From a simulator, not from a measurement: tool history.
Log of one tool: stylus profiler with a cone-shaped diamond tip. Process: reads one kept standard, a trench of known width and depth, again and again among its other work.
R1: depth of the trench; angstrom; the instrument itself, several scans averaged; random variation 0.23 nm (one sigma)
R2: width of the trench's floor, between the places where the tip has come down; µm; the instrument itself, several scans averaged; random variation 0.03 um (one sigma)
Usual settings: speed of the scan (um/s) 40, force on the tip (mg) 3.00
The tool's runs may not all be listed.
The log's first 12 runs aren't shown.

{"run": 13, "day": 28.779, "speed of the scan (um/s)": 40, "force on the tip (mg)": 3.0, "R1": 10129.9, "R2": 15.81}
{"run": 14, "day": 31.0, "speed of the scan (um/s)": 139, "force on the tip (mg)": 3.0, "R1": 10133.6, "R2": 15.48}
{"run": 15, "day": 33.542, "speed of the scan (um/s)": 139, "force on the tip (mg)": 3.0, "R1": 10129.1, "R2": 15.47}
{"run": 16, "day": 35.854, "speed of the scan (um/s)": 139, "force on the tip (mg)": 3.0, "R1": 10130.6, "R2": 15.47}
{"run": 17, "day": 38.262, "speed of the scan (um/s)": 139, "force on the tip (mg)": 3.0, "R1": 10133.8, "R2": 15.47}
{"run": 18, "day": 41.038, "speed of the scan (um/s)": 40, "force on the tip (mg)": 3.0, "R1": 10129.6, "R2": 15.7}
{"run": 19, "day": 42.962, "speed of the scan (um/s)": 40, "force on the tip (mg)": 3.0, "R1": 10129.8, "R2": 15.7}
{"run": 20, "day": 45.083, "speed of the scan (um/s)": 40, "force on the tip (mg)": 3.0, "R1": 10130.7, "R2": 15.66}
{"run": 21, "day": 46.729, "speed of the scan (um/s)": 40, "force on the tip (mg)": 3.0, "R1": 10133.0, "R2": 15.65}
{"run": 22, "day": 49.204, "speed of the scan (um/s)": 40, "force on the tip (mg)": 3.0, "R1": 10127.2, "R2": 15.69}
{"run": 23, "day": 50.979, "speed of the scan (um/s)": 40, "force on the tip (mg)": 3.0, "R1": 10129.6, "R2": 15.6}

Forecast run 24:
{"run": 24, "day": 54.133, "speed of the scan (um/s)": 114, "force on the tip (mg)": 6.45, "R1": "?", "R2": "?"}

R1: 10226.8 angstrom
R2: 15.51 µm
Without the tool's hidden state the same run would have given R1 10241.2 angstrom, R2 16.29 µm.
